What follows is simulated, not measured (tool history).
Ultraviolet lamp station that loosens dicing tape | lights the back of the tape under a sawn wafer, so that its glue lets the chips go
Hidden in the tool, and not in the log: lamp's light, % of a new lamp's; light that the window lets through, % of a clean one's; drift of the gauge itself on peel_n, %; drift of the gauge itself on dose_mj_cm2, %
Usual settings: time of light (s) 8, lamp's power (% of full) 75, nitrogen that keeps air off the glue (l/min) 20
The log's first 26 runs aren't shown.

run	hour	time of light (s)	lamp's power (% of full)	nitrogen that keeps air off the glue (l/min)	hours of work of the lamp	hours of work since the window was cleaned	force that peels the tape off (N)	light that reached the tape (J/m2)
27	357.0	7	99	12	717	244	0.311	3080
28	365.2	8	79	20	723	250	0.233	2870
29	373.0	8	79	20	728	256	0.241	2820
30	386.7	8	60	17	738	265	0.533	2180
31	402.7	6	89	14	749	276	0.505	2390
32	414.1	8	72	10	757	284	0.620	2550
33	427.8	8	72	10	767	294	0.625	2580
34	437.0	5	88	8	773	301	1.248	1970
35	444.9	7	81	31	779	306	0.210	2570
36	452.7	8	100	20	784	312	0.142	3580
37	467.4	10	78	33	795	322	0.117	3420
38	480.7	10	78	33	804	331	0.106	3480
39	494.6	11	75	20	814	341	0.127	3680
40	503.0	11	75	20	820	347	0.136	3690
41	514.4	11	75	20	828	355	0.136	3650
42	526.7	11	75	20	836	364	0.139	3710
43	544.3	11	75	20	849	376	0.131	3680

Forecast each of these 3 alternatives for the next run:
# hour 546.8: window cleaned of glue's vapour
A	553.6	5	75	36	855	5	?	?
# hour 546.8: window cleaned of glue's vapour
B	553.6	13	75	12	855	5	?	?
# hour 546.8: window cleaned of glue's vapour
C	553.6	11	91	32	855	5	?	?

run	force that peels the tape off (N)	light that reached the tape (J/m2)
A	0.502	1710
B	0.145	4340
C	0.091	4480
Without the tool's hidden state the same runs would have given:
run	force that peels the tape off (N)	light that reached the tape (J/m2)
A	0.500	1710
B	0.145	4350
C	0.091	4480
